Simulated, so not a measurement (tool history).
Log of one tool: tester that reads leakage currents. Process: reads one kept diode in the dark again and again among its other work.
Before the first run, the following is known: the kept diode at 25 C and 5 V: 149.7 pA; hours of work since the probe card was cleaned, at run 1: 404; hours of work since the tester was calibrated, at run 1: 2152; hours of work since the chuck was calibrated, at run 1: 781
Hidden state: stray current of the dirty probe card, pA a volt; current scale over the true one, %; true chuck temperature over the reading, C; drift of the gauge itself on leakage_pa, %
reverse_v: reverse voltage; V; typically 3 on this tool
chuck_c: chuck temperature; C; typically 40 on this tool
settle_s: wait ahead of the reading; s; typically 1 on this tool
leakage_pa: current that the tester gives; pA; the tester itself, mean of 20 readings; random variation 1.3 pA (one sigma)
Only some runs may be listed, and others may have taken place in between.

run    hour  reverse_v  chuck_c  settle_s  hours of work since the probe card was cleaned  hours of work since the tester was calibrated  hours of work since the chuck was calibrated  leakage_pa
  1       0          3       40         1                                             404                                           2152                                           781      391.88
  2    19.8          3       40      8.01                                             412                                           2160                                           789      390.84
  3    62.9          3       40      8.01                                             430                                           2178                                           807      388.88
  4   104.2          3       40      8.01                                             447                                           2195                                           824      387.39
  5   126.7          3       40      8.01                                             456                                           2204                                           833      386.01
  6   157.4          3       52         1                                             469                                           2217                                           846      978.86
      168.3  -- tester calibrated
  7   179.2          3       52         1                                             477                                              4                                           854      1008.8
  8   198.5          3       52         1                                             485                                             12                                           862     1004.41
  9   234.3          3       52         1                                             500                                             27                                           877     1006.59
 10   275.4          3       52         1                                             516                                             44                                           893     1000.05
 11   320.1          3       40         1                                             535                                             62                                           912      396.59
 12   363.2          3       40         1                                             553                                             80                                           930      395.04
 13   408.3      14.02       40         1                                             571                                             99                                           948      654.32
      413.9  -- chuck's temperature calibrated
 14   434.7       1.84       40         1                                             581                                            109                                             9      331.23
 15   457.2          3       40      0.36                                             590                                            118                                            18      388.97
 16   494.3          3       40      0.36                                             606                                            133                                            33       389.7
      512.4  -- chuck's temperature calibrated, once more
 17   520.5          3       40      0.36                                             616                                            143                                             3      442.92
 18   562.5          3       40      0.36                                             633                                            160                                            21      442.45
 19   584.1          3       34         1                                             642                                            169                                            30      272.35
 20     609          3       40         1                                             652                                            180                                            40      439.89
 21   640.5       1.29       25      0.54                                             665                                            192                                            53       96.09
 22   668.3       1.44       30      1.74                                             676                                            204                                            64      151.98
 23   696.1       1.44       60       2.4                                             688                                            215                                            76     1545.32
 24   718.8      17.31       40         1                                             697                                            225                                            85      782.05
 25   747.3      17.31       40      1.67                                             709                                            236                                            97      782.51
 26   770.1       4.72       30      1.67                                             718                                            246                                           106      222.99
 27     790       4.72       26      1.67                                             726                                            254                                           114      158.62
 28   832.5      11.91       32      0.32                                             744                                            271                                           132      360.35
 29   875.3      10.39       32       1.8                                             761                                            289                                           149      341.51
 30   896.7       8.01       51      6.48                                             770                                            298                                           158     1394.52
 31     939      15.61       23      1.08                                             788                                            315                                           175      181.83
 32   975.1       1.95       31      1.08                                             802                                            330                                           190      180.81
 33    1004       1.95       31      1.08                                             814                                            342                                           202      179.68
 34  1035.7        1.2       31      1.08                                             827                                            355                                           215      153.56
 35  1061.4       5.95       34      4.16                                             838                                            365                                           226      332.27
 36  1086.7          3       40      5.72                                             848                                            376                                           236      432.22
 37  1105.7          3       40      5.72                                             856                                            384                                           244      431.18
 38  1137.4       3.42       40      5.72                                             869                                            397                                           257      446.39
 39  1172.6          3       38         1                                             884                                            411                                           271      366.04

For each entry between runs, how does the tool's hidden state at the last listed run before it compare with that at the first listed run after it?
Between runs 6 and 7: tester calibrated (hour 168.3)
  stray current of the dirty probe card, pA a volt: 0.106 -> 0.107; current scale over the true one, %: -2.99 -> 0.13; true chuck temperature over the reading, C: -1.34 -> -1.35
  what was measured, less what the result would be without the hidden state, leakage_pa: -134.78 -> -104.02 pA
Between runs 13 and 14: chuck's temperature calibrated (hour 413.9)
  stray current of the dirty probe card, pA a volt: 0.124 -> 0.126; current scale over the true one, %: 0.01 -> -0.01; true chuck temperature over the reading, C: -1.48 -> -1.66
  what was measured, less what the result would be without the hidden state, leakage_pa: -80.12 -> -46.66 pA
Between runs 16 and 17: chuck's temperature calibrated, once more (hour 512.4)
  stray current of the dirty probe card, pA a volt: 0.131 -> 0.132; current scale over the true one, %: -0.04 -> -0.05; true chuck temperature over the reading, C: -1.69 -> -0.01
  what was measured, less what the result would be without the hidden state, leakage_pa: -56.07 -> -0.33 pA
